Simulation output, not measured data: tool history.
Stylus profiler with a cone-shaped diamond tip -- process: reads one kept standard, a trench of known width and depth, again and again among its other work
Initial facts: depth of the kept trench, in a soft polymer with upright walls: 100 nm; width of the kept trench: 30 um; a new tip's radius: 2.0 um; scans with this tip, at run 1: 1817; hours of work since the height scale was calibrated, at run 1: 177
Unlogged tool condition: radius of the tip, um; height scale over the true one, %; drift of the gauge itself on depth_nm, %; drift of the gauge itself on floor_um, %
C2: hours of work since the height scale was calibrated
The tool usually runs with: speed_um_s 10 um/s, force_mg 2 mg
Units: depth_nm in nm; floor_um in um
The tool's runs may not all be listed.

Run 1, hour 0: usual settings; scans with this tip 1817; C2 177. Result: depth_nm 101.19 nm, floor_um 28.69 um.
Run 2, hour 61.8: usual settings; scans with this tip 2212; C2 215. Result: depth_nm 101.27 nm, floor_um 28.67 um.
Run 3, hour 118.7: usual settings but speed_um_s 2 um/s; scans with this tip 2576; C2 251. Result: depth_nm 101.33 nm, floor_um 28.76 um.
Run 4, hour 181.4: usual settings but force_mg 1.06 mg; scans with this tip 2978; C2 290. Result: depth_nm 100.81 nm, floor_um 28.6 um.
Run 5, hour 232.9: usual settings but force_mg 1.06 mg; scans with this tip 3307; C2 322. Result: depth_nm 100.79 nm, floor_um 28.64 um.
Run 6, hour 291.7: usual settings but force_mg 1.06 mg; scans with this tip 3683; C2 359. Result: depth_nm 100.83 nm, floor_um 28.67 um.
Run 7, hour 327.8: usual settings but force_mg 1.06 mg; scans with this tip 3914; C2 381. Result: depth_nm 100.77 nm, floor_um 28.65 um.
Run 8, hour 386.9: usual settings but speed_um_s 6 um/s, force_mg 2.21 mg; scans with this tip 4293; C2 418. Result: depth_nm 101.28 nm, floor_um 28.76 um.
Run 9, hour 436.7: usual settings but force_mg 4.37 mg; scans with this tip 4611; C2 449. Result: depth_nm 102.08 nm, floor_um 28.72 um.
Run 10, hour 466.1: usual settings but force_mg 4.37 mg; scans with this tip 4800; C2 467. Result: depth_nm 102.04 nm, floor_um 28.66 um.
Run 11, hour 531.4: usual settings but force_mg 4.37 mg; scans with this tip 5217; C2 508. Result: depth_nm 102.11 nm, floor_um 28.71 um.
Run 12, hour 569.9: usual settings but speed_um_s 5 um/s, force_mg 3.12 mg; scans with this tip 5464; C2 532. Result: depth_nm 101.73 nm, floor_um 28.72 um.
Run 13, hour 616.5: usual settings but speed_um_s 8 um/s, force_mg 0.9 mg; scans with this tip 5762; C2 561. Result: depth_nm 100.74 nm, floor_um 28.67 um.

Forecast each of these 5 alternatives for the next run:
Run A, hour 669.3: usual settings but speed_um_s 12 um/s; scans with this tip 6099; C2 594. Result: depth_nm ?, floor_um ?.
Run B, hour 669.3: usual settings but speed_um_s 5 um/s, force_mg 1.52 mg; scans with this tip 6099; C2 594. Result: depth_nm ?, floor_um ?.
Run C, hour 669.3: usual settings but speed_um_s 3 um/s, force_mg 3.03 mg; scans with this tip 6099; C2 594. Result: depth_nm ?, floor_um ?.
Run D, hour 669.3: usual settings but speed_um_s 19 um/s, force_mg 1.47 mg; scans with this tip 6099; C2 594. Result: depth_nm ?, floor_um ?.
Run E, hour 669.3: usual settings but speed_um_s 2 um/s, force_mg 1.34 mg; scans with this tip 6099; C2 594. Result: depth_nm ?, floor_um ?.

run  depth_nm  floor_um
  A    101.21     28.68
  B    100.96     28.72
  C    101.59     28.78
  D    101.02     28.62
  E    100.91     28.67
The same runs, with their run-to-run variation unchanged, on a tool lacking any hidden condition would have given:
run  depth_nm  floor_um
  A    101.21     28.68
  B    100.96     28.72
  C    101.59     28.78
  D    101.02     28.62
  E    100.91     28.67

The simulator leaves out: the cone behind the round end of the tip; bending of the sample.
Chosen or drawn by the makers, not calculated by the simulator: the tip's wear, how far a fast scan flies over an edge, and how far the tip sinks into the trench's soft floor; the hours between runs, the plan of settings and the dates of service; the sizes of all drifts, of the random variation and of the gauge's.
